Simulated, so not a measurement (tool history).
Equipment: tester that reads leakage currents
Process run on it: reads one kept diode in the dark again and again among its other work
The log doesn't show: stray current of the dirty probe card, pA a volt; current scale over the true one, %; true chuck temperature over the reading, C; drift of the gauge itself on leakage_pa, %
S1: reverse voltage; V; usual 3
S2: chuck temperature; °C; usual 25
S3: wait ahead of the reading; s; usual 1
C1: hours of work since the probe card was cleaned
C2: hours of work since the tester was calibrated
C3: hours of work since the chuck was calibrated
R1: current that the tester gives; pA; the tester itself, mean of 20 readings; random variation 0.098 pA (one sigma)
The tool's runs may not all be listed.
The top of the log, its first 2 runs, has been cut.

run 3 day=4.45 | S1=3 S2=25 S3=1 | C1=1261 C2=2308 C3=121 | R1=30.84
run 4 day=6.425 | S1=3 S2=25 S3=1 | C1=1297 C2=2344 C3=157 | R1=30.74
run 5 day=9.175 | S1=3 S2=25 S3=1 | C1=1347 C2=2394 C3=206 | R1=30.92
run 6 day=11.808 | S1=3 S2=43 S3=1 | C1=1394 C2=2441 C3=254 | R1=140.32
run 7 day=13.667 | S1=3 S2=25 S3=1 | C1=1428 C2=2475 C3=287 | R1=30.95
run 8 day=16.483 | S1=3 S2=29 S3=1 | C1=1479 C2=2526 C3=338 | R1=43.43
run 9 day=19.017 | S1=3 S2=29 S3=7.57 | C1=1524 C2=2571 C3=384 | R1=42.69
-- day=20.746 tester calibrated
run 10 day=21.975 | S1=5.22 S2=25 S3=1 | C1=1576 C2=22 C3=436 | R1=42.44
run 11 day=24.825 | S1=5.22 S2=25 S3=1 | C1=1628 C2=74 C3=488 | R1=42.24
run 12 day=26.458 | S1=3 S2=25 S3=1 | C1=1658 C2=103 C3=517 | R1=30.19
run 13 day=28.45 | S1=3 S2=25 S3=1 | C1=1694 C2=139 C3=553 | R1=30.27
run 14 day=30.617 | S1=3 S2=25 S3=1 | C1=1733 C2=178 C3=592 | R1=30.29
run 15 day=32.971 | S1=2.31 S2=25 S3=1 | C1=1775 C2=221 C3=635 | R1=25.69
run 16 day=35.7 | S1=2.31 S2=25 S3=1.34 | C1=1825 C2=270 C3=684 | R1=25.64
run 17 day=38.538 | S1=4.67 S2=25 S3=1 | C1=1876 C2=322 C3=736 | R1=40.1

The next listed run, before its measurement:
run 18 day=39.975 | S1=4.67 S2=25 S3=1 | C1=1902 C2=348 C3=761 | R1=?

{"run 18": {"R1": 39.88}}
The same run, on a tool lacking any hidden state, would have yielded R1 36.26 pA.
